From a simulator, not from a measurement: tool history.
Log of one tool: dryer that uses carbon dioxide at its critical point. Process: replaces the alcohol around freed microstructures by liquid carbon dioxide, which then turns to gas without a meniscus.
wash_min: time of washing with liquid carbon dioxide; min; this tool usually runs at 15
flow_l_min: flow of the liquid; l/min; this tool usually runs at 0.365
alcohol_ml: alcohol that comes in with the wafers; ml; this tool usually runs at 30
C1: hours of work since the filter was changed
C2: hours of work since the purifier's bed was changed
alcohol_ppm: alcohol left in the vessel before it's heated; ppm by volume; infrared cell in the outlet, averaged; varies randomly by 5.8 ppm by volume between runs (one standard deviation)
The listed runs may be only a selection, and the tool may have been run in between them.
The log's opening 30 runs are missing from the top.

Run 31, hour 374.5: usual settings but wash_min 18 min, flow_l_min 0.353 l/min, alcohol_ml 65 ml; C1 263; C2 309. Result: alcohol_ppm 399 ppm by volume.
Run 32, hour 388.8: usual settings but wash_min 18 min, flow_l_min 0.353 l/min, alcohol_ml 65 ml; C1 274; C2 321. Result: alcohol_ppm 410 ppm by volume.
At hour 395.9: inlet filter changed.
Run 33, hour 402.6: usual settings but wash_min 22 min, flow_l_min 0.23 l/min, alcohol_ml 82 ml; C1 5; C2 330. Result: alcohol_ppm 760 ppm by volume.
Run 34, hour 419: usual settings but wash_min 18 min, flow_l_min 0.446 l/min, alcohol_ml 101 ml; C1 18; C2 343. Result: alcohol_ppm 116 ppm by volume.
Run 35, hour 430.2: usual settings but wash_min 21 min, flow_l_min 0.475 l/min, alcohol_ml 41 ml; C1 27; C2 352. Result: alcohol_ppm 59 ppm by volume.
Run 36, hour 443.5: usual settings but wash_min 21 min, flow_l_min 0.475 l/min, alcohol_ml 41 ml; C1 37; C2 362. Result: alcohol_ppm 61 ppm by volume.
Run 37, hour 458.2: usual settings but wash_min 10 min, alcohol_ml 70 ml; C1 48; C2 374. Result: alcohol_ppm 2610 ppm by volume.
Run 38, hour 472.1: usual settings but wash_min 11 min, alcohol_ml 67 ml; C1 59; C2 384. Result: alcohol_ppm 1888 ppm by volume.
Run 39, hour 490.2: usual settings but wash_min 10 min, alcohol_ml 98 ml; C1 73; C2 399. Result: alcohol_ppm 3738 ppm by volume.
Run 40, hour 498.3: usual settings but flow_l_min 0.55 l/min, alcohol_ml 55 ml; C1 79; C2 405. Result: alcohol_ppm 101 ppm by volume.
Run 41, hour 506.6: usual settings but wash_min 18 min, alcohol_ml 28 ml; C1 86; C2 411. Result: alcohol_ppm 147 ppm by volume.
Run 42, hour 523.9: usual settings but wash_min 18 min, flow_l_min 0.426 l/min, alcohol_ml 32 ml; C1 99; C2 425. Result: alcohol_ppm 109 ppm by volume.
Run 43, hour 538: usual settings but flow_l_min 0.582 l/min, alcohol_ml 102 ml; C1 110; C2 436. Result: alcohol_ppm 126 ppm by volume.
Run 44, hour 552.5: usual settings but flow_l_min 0.582 l/min, alcohol_ml 102 ml; C1 122; C2 447. Result: alcohol_ppm 124 ppm by volume.
Run 45, hour 566.3: usual settings but wash_min 17 min, flow_l_min 0.423 l/min; C1 132; C2 458. Result: alcohol_ppm 134 ppm by volume.
Run 46, hour 584.2: usual settings but alcohol_ml 84 ml; C1 146; C2 471. Result: alcohol_ppm 800 ppm by volume.
Run 47, hour 595.9: usual settings but flow_l_min 0.378 l/min, alcohol_ml 62 ml; C1 155; C2 481. Result: alcohol_ppm 539 ppm by volume.

4 ways to go on from here, each from the tool as it stands after run 47. What would each give?
Run A, hour 604.4: usual settings but wash_min 13 min, flow_l_min 0.289 l/min, alcohol_ml 52 ml; C1 162; C2 487. Result: alcohol_ppm ?.
Run B, hour 604.4: usual settings but wash_min 11 min, flow_l_min 0.501 l/min, alcohol_ml 20 ml; C1 162; C2 487. Result: alcohol_ppm ?.
Run C, hour 604.4: usual settings but wash_min 21 min, flow_l_min 0.267 l/min, alcohol_ml 23 ml; C1 162; C2 487. Result: alcohol_ppm ?.
Run D, hour 604.4: usual settings but wash_min 14 min, flow_l_min 0.62 l/min, alcohol_ml 45 ml; C1 162; C2 487. Result: alcohol_ppm ?.

run  alcohol_ppm
  A         2027
  B          252
  C          258
  D          100
Stripped of hidden state, with their random variation kept, the same runs would have yielded:
run  alcohol_ppm
  A         1536
  B          129
  C          131
  D           16
